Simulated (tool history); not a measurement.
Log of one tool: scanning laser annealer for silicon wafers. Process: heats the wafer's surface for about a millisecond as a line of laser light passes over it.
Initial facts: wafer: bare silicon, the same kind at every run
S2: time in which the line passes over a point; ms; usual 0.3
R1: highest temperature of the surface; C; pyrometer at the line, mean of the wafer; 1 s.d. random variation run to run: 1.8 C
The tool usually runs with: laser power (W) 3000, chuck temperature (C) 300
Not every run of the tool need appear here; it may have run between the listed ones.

run 1 hour=0 | laser_power_(W)=3000 S2=0.3 chuck_temperature_(C)=300 | R1=1046
run 2 hour=25.5 | laser_power_(W)=3000 S2=0.3 chuck_temperature_(C)=262 | R1=1008
run 3 hour=51 | laser_power_(W)=3000 S2=0.3 chuck_temperature_(C)=262 | R1=1008
run 4 hour=75.9 | laser_power_(W)=3000 S2=0.3 chuck_temperature_(C)=262 | R1=1009
run 5 hour=90.8 | laser_power_(W)=3000 S2=0.3 chuck_temperature_(C)=262 | R1=1008
-- hour=111.5 window over the wafer cleaned
run 6 hour=125.8 | laser_power_(W)=3000 S2=0.3 chuck_temperature_(C)=262 | R1=1009
run 7 hour=146 | laser_power_(W)=3000 S2=0.3 chuck_temperature_(C)=262 | R1=1009
run 8 hour=168 | laser_power_(W)=3000 S2=0.282 chuck_temperature_(C)=262 | R1=990
run 9 hour=199.5 | laser_power_(W)=3000 S2=0.282 chuck_temperature_(C)=262 | R1=991
run 10 hour=224.7 | laser_power_(W)=3000 S2=0.282 chuck_temperature_(C)=262 | R1=988
run 11 hour=249.8 | laser_power_(W)=3000 S2=0.282 chuck_temperature_(C)=262 | R1=990
run 12 hour=268.7 | laser_power_(W)=3000 S2=0.282 chuck_temperature_(C)=262 | R1=990
run 13 hour=283.5 | laser_power_(W)=3066 S2=0.3 chuck_temperature_(C)=300 | R1=1068
run 14 hour=297.8 | laser_power_(W)=2570 S2=0.328 chuck_temperature_(C)=267 | R1=910
run 15 hour=318.9 | laser_power_(W)=2570 S2=0.328 chuck_temperature_(C)=267 | R1=917
run 16 hour=335.1 | laser_power_(W)=2570 S2=0.264 chuck_temperature_(C)=278 | R1=868
run 17 hour=364.2 | laser_power_(W)=3254 S2=0.3 chuck_temperature_(C)=274 | R1=1092
run 18 hour=385.8 | laser_power_(W)=3254 S2=0.229 chuck_temperature_(C)=324 | R1=1055
run 19 hour=404.8 | laser_power_(W)=3166 S2=0.229 chuck_temperature_(C)=323 | R1=1030
run 20 hour=433 | laser_power_(W)=3166 S2=0.229 chuck_temperature_(C)=323 | R1=1032
run 21 hour=450.7 | laser_power_(W)=3058 S2=0.25 chuck_temperature_(C)=332 | R1=1041
run 22 hour=465.4 | laser_power_(W)=3058 S2=0.25 chuck_temperature_(C)=332 | R1=1040
run 23 hour=484.4 | laser_power_(W)=3000 S2=0.3 chuck_temperature_(C)=281 | R1=1025
run 24 hour=514 | laser_power_(W)=3290 S2=0.233 chuck_temperature_(C)=288 | R1=1034
run 25 hour=543.8 | laser_power_(W)=3290 S2=0.233 chuck_temperature_(C)=288 | R1=1035
run 26 hour=562.8 | laser_power_(W)=3290 S2=0.233 chuck_temperature_(C)=288 | R1=1035

Alternative continuations, all from the tool just after run 26; predict every row:
run A hour=583.6 | laser_power_(W)=2854 S2=0.269 chuck_temperature_(C)=314 | R1=?
run B hour=583.6 | laser_power_(W)=2928 S2=0.307 chuck_temperature_(C)=278 | R1=?
run C hour=583.6 | laser_power_(W)=2680 S2=0.331 chuck_temperature_(C)=328 | R1=?
run D hour=583.6 | laser_power_(W)=3000 S2=0.3 chuck_temperature_(C)=295 | R1=?
run E hour=583.6 | laser_power_(W)=2639 S2=0.3 chuck_temperature_(C)=300 | R1=?

run=A R1=988
run=B R1=1012
run=C R1=1011
run=D R1=1042
run=E R1=941
With the hidden condition removed and each run's random variation left untouched, the same runs would have given:
run=A R1=989
run=B R1=1012
run=C R1=1012
run=D R1=1043
run=E R1=941

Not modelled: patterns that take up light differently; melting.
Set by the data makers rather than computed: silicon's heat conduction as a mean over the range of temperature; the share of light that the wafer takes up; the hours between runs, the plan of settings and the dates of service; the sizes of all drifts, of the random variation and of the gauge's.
